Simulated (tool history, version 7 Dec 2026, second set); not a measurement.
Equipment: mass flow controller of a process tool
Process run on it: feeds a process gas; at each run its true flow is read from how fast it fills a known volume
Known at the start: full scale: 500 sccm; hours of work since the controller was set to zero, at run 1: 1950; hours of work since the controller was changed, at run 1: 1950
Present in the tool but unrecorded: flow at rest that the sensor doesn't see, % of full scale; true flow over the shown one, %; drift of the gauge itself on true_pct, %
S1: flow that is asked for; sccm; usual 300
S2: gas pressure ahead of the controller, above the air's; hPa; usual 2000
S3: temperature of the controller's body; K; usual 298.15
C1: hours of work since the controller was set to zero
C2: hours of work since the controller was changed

{"run": 1, "hour": 0.0, "S1": 300, "S2": 2000, "S3": 298.15, "C1": 1950, "C2": 1950, "true flow (%)": 100.81}
{"run": 2, "hour": 74.7, "S1": 300, "S2": 2000, "S3": 298.15, "C1": 1987, "C2": 1987, "true flow (%)": 100.65}
{"run": 3, "hour": 131.8, "S1": 300, "S2": 2000, "S3": 298.15, "C1": 2014, "C2": 2014, "true flow (%)": 100.7}
{"run": 4, "hour": 190.9, "S1": 300, "S2": 2000, "S3": 298.15, "C1": 2043, "C2": 2043, "true flow (%)": 100.79}
{"run": 5, "hour": 238.1, "S1": 300, "S2": 2000, "S3": 298.15, "C1": 2066, "C2": 2066, "true flow (%)": 100.88}
{"run": 6, "hour": 297.6, "S1": 300, "S2": 2000, "S3": 298.15, "C1": 2095, "C2": 2095, "true flow (%)": 100.77}
{"run": 7, "hour": 352.1, "S1": 300, "S2": 1530, "S3": 298.15, "C1": 2122, "C2": 2122, "true flow (%)": 101.18}
{"run": 8, "hour": 430.7, "S1": 300, "S2": 1530, "S3": 298.15, "C1": 2160, "C2": 2160, "true flow (%)": 101.08}
{"run": 9, "hour": 496.2, "S1": 300, "S2": 2000, "S3": 296.15, "C1": 2192, "C2": 2192, "true flow (%)": 100.99}
{"run": 10, "hour": 543.5, "S1": 300, "S2": 2000, "S3": 296.15, "C1": 2216, "C2": 2216, "true flow (%)": 101.02}
{"run": 11, "hour": 637.5, "S1": 300, "S2": 2000, "S3": 296.15, "C1": 2261, "C2": 2261, "true flow (%)": 101.18}
{"run": 12, "hour": 743.1, "S1": 300, "S2": 2000, "S3": 296.15, "C1": 2313, "C2": 2313, "true flow (%)": 101.17}
{"run": 13, "hour": 789.4, "S1": 67, "S2": 2000, "S3": 296.15, "C1": 2336, "C2": 2336, "true flow (%)": 103.11}
{"run": 14, "hour": 846.4, "S1": 67, "S2": 2000, "S3": 296.15, "C1": 2364, "C2": 2364, "true flow (%)": 103.07}
{"run": 15, "hour": 899.8, "S1": 300, "S2": 2000, "S3": 298.15, "C1": 2390, "C2": 2390, "true flow (%)": 100.87}
{"run": 16, "hour": 963.1, "S1": 300, "S2": 2000, "S3": 298.15, "C1": 2420, "C2": 2420, "true flow (%)": 100.99}
{"hour": 970.8, "done": "controller's zero set anew"}
{"run": 17, "hour": 1027.4, "S1": 300, "S2": 2000, "S3": 298.15, "C1": 28, "C2": 2452, "true flow (%)": 101.54}
{"run": 18, "hour": 1131.6, "S1": 319, "S2": 2740, "S3": 301.15, "C1": 79, "C2": 2503, "true flow (%)": 100.79}
{"run": 19, "hour": 1234.4, "S1": 72, "S2": 1810, "S3": 296.15, "C1": 129, "C2": 2553, "true flow (%)": 105.42}
{"run": 20, "hour": 1288.8, "S1": 72, "S2": 1810, "S3": 296.15, "C1": 155, "C2": 2579, "true flow (%)": 105.5}
{"run": 21, "hour": 1394.4, "S1": 72, "S2": 1810, "S3": 296.15, "C1": 207, "C2": 2631, "true flow (%)": 105.63}
{"run": 22, "hour": 1445.2, "S1": 474, "S2": 2600, "S3": 298.15, "C1": 232, "C2": 2656, "true flow (%)": 101.16}
{"run": 23, "hour": 1497.3, "S1": 474, "S2": 2600, "S3": 298.15, "C1": 257, "C2": 2681, "true flow (%)": 101.18}
{"run": 24, "hour": 1602.7, "S1": 54, "S2": 1570, "S3": 299.15, "C1": 309, "C2": 2733, "true flow (%)": 107.26}
{"hour": 1655.1, "done": "controller's zero set anew, once more"}
{"run": 25, "hour": 1664.4, "S1": 54, "S2": 2760, "S3": 299.15, "C1": 5, "C2": 2763, "true flow (%)": 99.4}
{"run": 26, "hour": 1712.0, "S1": 268, "S2": 2490, "S3": 312.15, "C1": 28, "C2": 2786, "true flow (%)": 98.78}
{"run": 27, "hour": 1821.8, "S1": 268, "S2": 2490, "S3": 312.15, "C1": 81, "C2": 2840, "true flow (%)": 98.78}
{"run": 28, "hour": 1927.5, "S1": 128, "S2": 1810, "S3": 295.15, "C1": 133, "C2": 2891, "true flow (%)": 100.49}
{"run": 29, "hour": 2032.8, "S1": 124, "S2": 2460, "S3": 305.15, "C1": 184, "C2": 2943, "true flow (%)": 99.19}
{"run": 30, "hour": 2129.4, "S1": 124, "S2": 1410, "S3": 305.15, "C1": 232, "C2": 2990, "true flow (%)": 100.16}
{"run": 31, "hour": 2184.8, "S1": 435, "S2": 1820, "S3": 313.15, "C1": 259, "C2": 3017, "true flow (%)": 99.63}
{"run": 32, "hour": 2298.1, "S1": 90, "S2": 2170, "S3": 313.15, "C1": 314, "C2": 3072, "true flow (%)": 98.89}
{"run": 33, "hour": 2349.8, "S1": 285, "S2": 1410, "S3": 313.15, "C1": 339, "C2": 3097, "true flow (%)": 99.56}

Measured result minus the same run's result without the hidden state. Both carry the same run-to-run variation, though not necessarily the same gauge scatter:
run=1 true_flow_(%)=+1.24
run=2 true_flow_(%)=+1.25
run=3 true_flow_(%)=+1.28
run=4 true_flow_(%)=+1.29
run=5 true_flow_(%)=+1.30
run=6 true_flow_(%)=+1.32
run=7 true_flow_(%)=+1.34
run=8 true_flow_(%)=+1.36
run=9 true_flow_(%)=+1.38
run=10 true_flow_(%)=+1.40
run=11 true_flow_(%)=+1.42
run=12 true_flow_(%)=+1.45
run=13 true_flow_(%)=+4.01
run=14 true_flow_(%)=+4.06
run=15 true_flow_(%)=+1.50
run=16 true_flow_(%)=+1.52
run=17 true_flow_(%)=+2.04
run=18 true_flow_(%)=+1.99
run=19 true_flow_(%)=+6.19
run=20 true_flow_(%)=+6.24
run=21 true_flow_(%)=+6.32
run=22 true_flow_(%)=+1.67
run=23 true_flow_(%)=+1.69
run=24 true_flow_(%)=+8.34
run=25 true_flow_(%)=+1.20
run=26 true_flow_(%)=+0.95
run=27 true_flow_(%)=+0.99
run=28 true_flow_(%)=+1.15
run=29 true_flow_(%)=+1.20
run=30 true_flow_(%)=+1.26
run=31 true_flow_(%)=+1.04
run=32 true_flow_(%)=+1.48
run=33 true_flow_(%)=+1.15
